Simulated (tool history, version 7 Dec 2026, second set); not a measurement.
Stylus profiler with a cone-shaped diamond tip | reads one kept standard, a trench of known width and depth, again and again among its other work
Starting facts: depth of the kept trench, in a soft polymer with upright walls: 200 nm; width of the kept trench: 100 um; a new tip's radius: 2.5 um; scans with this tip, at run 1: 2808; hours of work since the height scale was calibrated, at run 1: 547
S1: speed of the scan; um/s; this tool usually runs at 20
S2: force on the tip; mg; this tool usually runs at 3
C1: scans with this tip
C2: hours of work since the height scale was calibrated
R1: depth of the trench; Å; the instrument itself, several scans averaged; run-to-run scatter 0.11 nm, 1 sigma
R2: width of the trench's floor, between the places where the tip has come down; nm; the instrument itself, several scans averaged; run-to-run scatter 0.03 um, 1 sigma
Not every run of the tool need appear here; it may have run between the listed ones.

run    hour  S1    S2    C1    C2      R1     R2
  1       0  20     3  2808   547  2018.5  98000
  2      32  20     3  2914   568  2019.7  98010
  3    55.7  20     3  2992   583  2019.4  98010
  4    98.6   8     3  3133   611  2018.7  98000
  5     120  20     3  3204   624  2019.7  98030
  6   160.3   8     3  3337   650  2017.8  98000
  7   191.4   8     3  3440   670  2017.9  98010
  8   223.5   8     3  3546   691  2019.9  98060
  9   241.2  20     3  3604   702  2019.9  98010
 10   279.4  20     3  3731   727  2020.3  98040
 11   317.2  20     3  3855   751  2019.2  98010
 12   340.4  15     3  3932   766  2018.3  97990
 13   365.1   9     3  4014   782  2020.3  98010
 14   405.3   9     3  4146   808  2020.1  98000
 15   440.8   9     3  4264   831  2018.6  98060
 16   458.3   9     3  4322   842    2020  98000
 17   491.8   9     3  4432   864  2018.7  98030
 18   515.2  20  2.63  4510   879  2018.3  98020
 19   557.4  20  2.63  4649   906  2016.4  98000
 20   585.7  20  2.63  4742   924  2020.2  98000
 21   614.9  20  6.39  4839   943  2030.7  98020
 22   653.2  15     3  4965   968  2020.4  98030
 23   673.5  20     3  5032   981    2021  98020
 24   708.3  20     3  5147  1003  2020.1  97950
 25   733.1  10  5.33  5229  1019  2028.8  98020
 26   765.1  15  1.59  5335  1040  2011.5  98000
 27   787.1  18  3.39  5408  1054    2020  98000
 28   821.8   6     3  5522  1076  2019.2  98010
 29   847.8   6     3  5608  1093  2021.5  98060
 30     869   9  7.45  5678  1107  2034.1  98030
 31   903.3   7  2.23  5791  1129  2015.9  98010
 32     941   9  3.48  5916  1153  2020.7  98000
 33   984.4   9  3.48  6059  1181  2022.2  97940
 34  1025.5  25   1.5  6195  1207  2013.3  97960
 35  1064.8  12     3  6325  1233  2019.2  98000
 36    1085  44     3  6392  1246  2020.5  97910
 37  1123.6  44     3  6519  1270  2018.8  97900
 38  1157.3  20  4.11  6631  1292  2024.2  98030
 39  1181.9   9  4.11  6712  1308  2021.8  98060
 40  1206.9   9  4.11  6794  1324  2022.7  97970
 41    1230   9  4.11  6871  1339  2023.4  98000
 42    1250  25  5.82  6937  1352  2028.2  97980
 43  1273.5  25  5.82  7014  1367  2028.5  97980
 44  1293.6  25  5.82  7081  1380  2029.6  97970
 45  1320.6  25  4.49  7170  1397  2025.2  97980
 46  1344.6  25  4.49  7249  1413  2026.7  98020

What does the tool deliver on the next run?
 47  1384.4  25  8.33  7381  1438   ?   ?

{"run 47": {"R1": 2038.3, "R2": 98000}}
Without the tool's hidden state the same run would have given R1 2038.1 Å, R2 98020 nm.

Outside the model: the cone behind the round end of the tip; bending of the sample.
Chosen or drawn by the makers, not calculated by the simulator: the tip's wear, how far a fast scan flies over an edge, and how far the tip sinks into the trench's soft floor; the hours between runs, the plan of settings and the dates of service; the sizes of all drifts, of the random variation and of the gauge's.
